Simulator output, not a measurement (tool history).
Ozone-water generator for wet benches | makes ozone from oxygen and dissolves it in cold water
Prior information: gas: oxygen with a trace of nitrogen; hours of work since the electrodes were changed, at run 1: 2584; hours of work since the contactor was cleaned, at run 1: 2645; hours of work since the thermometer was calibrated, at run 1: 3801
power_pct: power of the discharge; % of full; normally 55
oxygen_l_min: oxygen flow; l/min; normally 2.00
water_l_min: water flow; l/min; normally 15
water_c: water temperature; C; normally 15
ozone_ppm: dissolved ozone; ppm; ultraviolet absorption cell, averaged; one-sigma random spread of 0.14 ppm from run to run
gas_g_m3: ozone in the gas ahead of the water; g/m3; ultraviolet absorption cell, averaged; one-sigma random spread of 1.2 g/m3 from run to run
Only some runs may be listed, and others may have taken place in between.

run,hour,power_pct,oxygen_l_min,water_l_min,water_c,hours of work since the electrodes were changed,hours of work since the contactor was cleaned,hours of work since the thermometer was calibrated,ozone_ppm,gas_g_m3
1,0.0,55,2.00,15,15,2584,2645,3801,14.2,197.2
2,67.8,55,2.00,15,15,2637,2698,3855,14.1,196.8
3,130.5,62,2.00,15,15,2687,2748,3904,15.3,211.6
4,199.4,55,2.00,15,19,2741,2802,3959,13.7,197.8
5,242.6,55,2.00,15,19,2776,2836,3993,13.7,197.8
6,302.2,55,1.71,15,19,2823,2884,4040,13.4,219.0
7,355.5,55,1.71,15,19,2865,2926,4082,13.5,218.5
8,401.2,55,1.75,15,15,2901,2962,4118,14.1,216.1
9,452.3,55,1.86,15,15,2941,3002,4159,14.0,207.5
10,490.1,62,2.00,15,15,2971,3032,4188,15.2,211.3
11,548.9,62,2.00,15,15,3018,3079,4235,15.1,209.6
12,618.2,55,2.00,15,15,3072,3133,4290,14.2,193.7
13,669.9,55,3.34,15,15,3113,3174,4331,13.8,136.9
14,708.5,55,3.34,15,15,3144,3205,4361,13.9,137.8
15,777.4,55,3.34,15,15,3198,3259,4416,14.1,135.9
16,856.7,45,2.00,15,15,3261,3322,4478,12.3,171.4
17,924.5,97,1.90,15,8,3315,3375,4532,20.6,284.1
18,984.1,66,3.14,15,15,3362,3423,4579,15.5,158.2
19,1070.9,50,2.52,15,15,3430,3491,4648,13.0,155.4
20,1134.3,55,1.35,15,15,3480,3541,4698,13.6,252.2
21,1200.5,55,1.35,15,15,3533,3594,4750,13.2,251.3
22,1265.0,64,2.44,10,11,3584,3645,4801,23.6,183.0
23,1345.8,55,2.39,13,12,3648,3709,4865,16.5,170.4
24,1394.3,78,2.39,17,15,3686,3747,4903,14.9,210.5
# hour 1409.1: contactor cleaned
25,1463.8,78,2.39,17,15,3738,43,4955,15.1,211.0
26,1506.0,55,1.92,16,15,3771,77,4988,13.0,196.2
27,1587.5,55,1.92,16,15,3836,141,5053,12.9,195.2
# hour 1662.8: water thermometer calibrated
28,1671.1,55,1.92,16,15,3901,207,7,13.0,194.1
29,1729.4,55,2.00,13,15,3947,253,53,15.7,191.3
30,1769.7,97,2.90,10,15,3979,285,84,28.2,206.9
31,1808.0,97,2.90,10,15,4010,315,115,28.7,208.3
32,1894.3,97,2.90,10,15,4078,383,183,28.3,204.7

What differs in the tool's unlogged condition from the final listed run ahead of each entry between runs to the first listed run following it?
After run 24, before run 25: contactor cleaned (hour 1409.1)
  yield of the discharge, % of new electrodes': 88.4 -> 88.2; contactor's efficiency, % of a clean one's: 95.9 -> 99.2
  the result without the hidden state subtracted from the measured one, ozone_ppm: -2.5 -> -2.3 ppm; gas_g_m3: -29.7 -> -30.3 g/m3
After run 27, before run 28: water thermometer calibrated (hour 1662.8)
  yield of the discharge, % of new electrodes': 87.9 -> 87.7; contactor's efficiency, % of a clean one's: 99.2 -> 99.1; true water temperature over the reading, C: 0.26 -> -0.03
  the result without the hidden state subtracted from the measured one, ozone_ppm: -1.5 -> -1.6 ppm; gas_g_m3: -22.4 -> -22.6 g/m3

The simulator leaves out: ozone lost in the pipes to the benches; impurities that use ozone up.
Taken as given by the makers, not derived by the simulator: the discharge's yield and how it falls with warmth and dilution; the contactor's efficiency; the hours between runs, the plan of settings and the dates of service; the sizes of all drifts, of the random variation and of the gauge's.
